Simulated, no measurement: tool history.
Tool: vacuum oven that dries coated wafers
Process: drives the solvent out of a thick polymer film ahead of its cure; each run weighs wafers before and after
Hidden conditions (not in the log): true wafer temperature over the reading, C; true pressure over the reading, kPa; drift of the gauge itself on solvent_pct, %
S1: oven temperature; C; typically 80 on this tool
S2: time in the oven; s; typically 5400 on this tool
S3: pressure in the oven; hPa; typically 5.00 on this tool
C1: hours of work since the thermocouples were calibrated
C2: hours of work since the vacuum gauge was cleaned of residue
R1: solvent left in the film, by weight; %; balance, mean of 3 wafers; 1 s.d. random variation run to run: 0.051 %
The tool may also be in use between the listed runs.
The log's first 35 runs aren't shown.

run	hour	S1	S2	S3	C1	C2	R1
36	1585.4	80	6600	14.99	480	1936	1.31
37	1629.7	73	3900	8.84	505	1961	3.94
38	1660.4	73	3900	8.84	522	1979	3.95
39	1722.7	73	3900	3.68	558	2014	3.62
40	1763.8	92	5400	16.89	581	2037	0.59
41	1809.7	92	5400	16.89	607	2063	0.63
42	1848.7	92	5400	16.89	630	2086	0.67
43	1887.7	72	5400	5.00	652	2108	2.86
44	1922.1	86	2880	5.00	671	2127	1.37
45	1966.5	72	5760	5.00	697	2153	2.79
46	2015.3	74	5400	13.07	724	2180	2.80

Here are 5 independent what-if runs from the current tool condition. What would each one return?
A	2078.5	74	3900	17.81	760	2216	?
B	2078.5	92	5400	12.63	760	2216	?
C	2078.5	82	3240	5.00	760	2216	?
D	2078.5	83	5400	10.82	760	2216	?
E	2078.5	89	7200	16.04	760	2216	?

run	R1
A	4.31
B	0.59
C	1.93
D	1.00
E	0.73
What these runs would have given with no unlogged condition in the tool:
run	R1
A	3.67
B	0.44
C	1.46
D	0.72
E	0.56
